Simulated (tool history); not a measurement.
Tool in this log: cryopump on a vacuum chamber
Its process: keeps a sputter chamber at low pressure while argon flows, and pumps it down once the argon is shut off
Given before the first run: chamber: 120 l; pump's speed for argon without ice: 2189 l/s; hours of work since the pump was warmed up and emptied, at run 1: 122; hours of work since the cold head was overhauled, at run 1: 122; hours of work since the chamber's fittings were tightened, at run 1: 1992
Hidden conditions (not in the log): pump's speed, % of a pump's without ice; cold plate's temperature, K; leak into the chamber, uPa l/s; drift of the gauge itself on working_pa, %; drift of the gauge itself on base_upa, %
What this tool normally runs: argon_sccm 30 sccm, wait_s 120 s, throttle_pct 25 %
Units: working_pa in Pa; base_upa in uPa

run,hour,argon_sccm,wait_s,throttle_pct,hours of work since the pump was warmed up and emptied,hours of work since the cold head was overhauled,hours of work since the chamber's fittings were tightened,working_pa,base_upa
1,0,30,120,25,122,122,1992,0.0946,1.08
2,15,30,120,25,132,132,2001,0.0962,1.15
3,28.6,30,120,25,140,140,2009,0.0954,1.19
4,50.2,30,120,25,153,153,2023,0.0961,1.14
5,65.7,30,120,25,163,163,2032,0.0952,1.24
6,74.6,30,120,25,168,168,2038,0.0962,1.22
7,91.5,30,120,25,178,178,2048,0.0965,1.22
8,105.2,30,120,25,187,187,2056,0.0974,1.24
9,121.9,30,120,25,197,197,2067,0.0966,1.26
10,133,30,120,25,204,204,2073,0.0973,1.28
11,154.1,48,120,25,217,217,2086,0.1559,1.26
12,173.6,48,120,25,229,229,2098,0.156,1.3
13,191.1,30,120,25,239,239,2109,0.0966,1.28
14,208.7,30,120,33,250,250,2120,0.0765,1.32
15,226.1,30,120,33,261,261,2130,0.0765,1.32
16,236.4,30,120,33,267,267,2137,0.0767,1.37
17,246.6,30,120,33,273,273,2143,0.0759,1.39
18,255.6,30,120,18,279,279,2148,0.1342,1.32
19,270.8,51,120,18,288,288,2158,0.229,1.44
20,282.8,51,120,18,295,295,2165,0.2303,1.44
21,298.2,51,120,18,305,305,2174,0.2299,1.42
22,307.1,26,120,19,310,310,2180,0.1125,1.4
23,321.1,16,259,60,319,319,2188,0.0245,1.37
24,340.9,24,104,28,331,331,2201,0.0722,1.47
25,350.7,18,120,21,337,337,2207,0.0716,1.53
26,371.6,24,212,31,350,350,2219,0.0662,1.5
27,382.1,53,212,26,356,356,2226,0.1745,1.46
28,403.8,53,212,26,369,369,2239,0.1747,1.53
29,422.2,34,22,30,381,381,2250,0.0992,2.23
30,443.5,34,22,30,394,394,2263,0.0987,2.27
31,465,34,21,30,407,407,2277,0.0998,2.4
32,484.2,22,42,24,419,419,2288,0.0793,1.94
33,500.1,22,42,24,428,428,2298,0.0788,1.95
34,514.5,45,120,39,437,437,2307,0.1064,1.64

Table of differences, measured result less the result of that run with no hidden state. Run-to-run variation is the same in both. Gauge scatter possibly is not:
run,working_pa,base_upa
1,+0.0025,+0.84
2,+0.0027,+0.88
3,+0.003,+0.88
4,+0.0033,+0.88
5,+0.0034,+0.93
6,+0.0036,+0.92
7,+0.0038,+0.94
8,+0.004,+0.96
9,+0.0042,+0.97
10,+0.0044,+0.98
11,+0.0077,+0.98
12,+0.0081,+1.01
13,+0.0053,+1.03
14,+0.0057,+1.03
15,+0.0059,+1.04
16,+0.0061,+1.09
17,+0.0063,+1.08
18,+0.0064,+1.06
19,+0.0114,+1.11
20,+0.0118,+1.13
21,+0.0122,+1.12
22,+0.0064,+1.13
23,+0.0041,+1.17
24,+0.0064,+1.15
25,+0.005,+1.2
26,+0.007,+1.22
27,+0.0159,+1.24
28,+0.0166,+1.27
29,+0.0111,+1.27
30,+0.0115,+1.3
31,+0.0121,+1.37
32,+0.0082,+1.36
33,+0.0085,+1.39
34,+0.0179,+1.37
